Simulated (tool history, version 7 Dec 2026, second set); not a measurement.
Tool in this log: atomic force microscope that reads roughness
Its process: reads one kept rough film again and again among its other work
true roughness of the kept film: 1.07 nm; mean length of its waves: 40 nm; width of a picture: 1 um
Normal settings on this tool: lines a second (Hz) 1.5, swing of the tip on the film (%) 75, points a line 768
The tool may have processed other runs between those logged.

run   hour  lines a second (Hz)  swing of the tip on the film (%)  points a line  roughness of the kept film (nm (root mean square))
  1      0                  1.5                                75            768                                               0.965
  2   16.6                  1.5                                75            768                                               0.963
  3   29.6                  1.5                                75            768                                               0.963
  4   51.3                  1.5                                75            768                                               0.948
      59.1  -- new tip fitted
  5   77.2                  1.5                                75            768                                               0.981
  6   92.4                  1.5                                75            768                                               0.983
  7  107.7                  1.5                                75            768                                               0.967
  8  127.3                  1.5                                75            768                                                0.97
  9  142.1                  1.5                                75            768                                               0.966
 10  160.7                  1.5                                75            768                                               0.963
 11  173.7                  1.5                                75            768                                               0.958
 12  194.4                  1.5                                75            768                                               0.955
 13    209                 0.55                                56            711                                               1.003
     216.2  -- new tip fitted
 14  230.1                 0.55                                56            711                                               1.044
 15  245.5                  1.5                                74            848                                               0.983
 16  267.3                 1.77                                60            364                                                   1
 17  279.3                 1.77                                60            364                                               1.004
 18  292.1                 0.94                                67           1011                                               1.012
 19  307.1                 2.12                                75            768                                               0.933
 20  326.4                 2.04                                71            768                                               0.953
 21  337.3                 0.56                                80            348                                               0.984
 22  358.3                 1.77                                80            348                                               0.915

Below are 5 alternative next runs, each starting from the tool's condition after run 22. Predict each:
     372.5  -- new tip fitted
  A  381.5                 1.33                                83            865                                                   ?
     372.5  -- new tip fitted
  B  381.5                  1.5                                58            768                                                   ?
     372.5  -- new tip fitted
  C  381.5                 2.61                                90            993                                                   ?
     372.5  -- new tip fitted
  D  381.5                    1                                80            296                                                   ?
     372.5  -- new tip fitted
  E  381.5                 0.53                                58            348                                                   ?

run  roughness of the kept film (nm (root mean square))
  A                                               0.963
  B                                               1.034
  C                                               0.845
  D                                               0.987
  E                                               1.042
Without the tool's unlogged condition, the same runs would have read:
run  roughness of the kept film (nm (root mean square))
  A                                               0.958
  B                                               1.029
  C                                               0.841
  D                                               0.982
  E                                               1.036
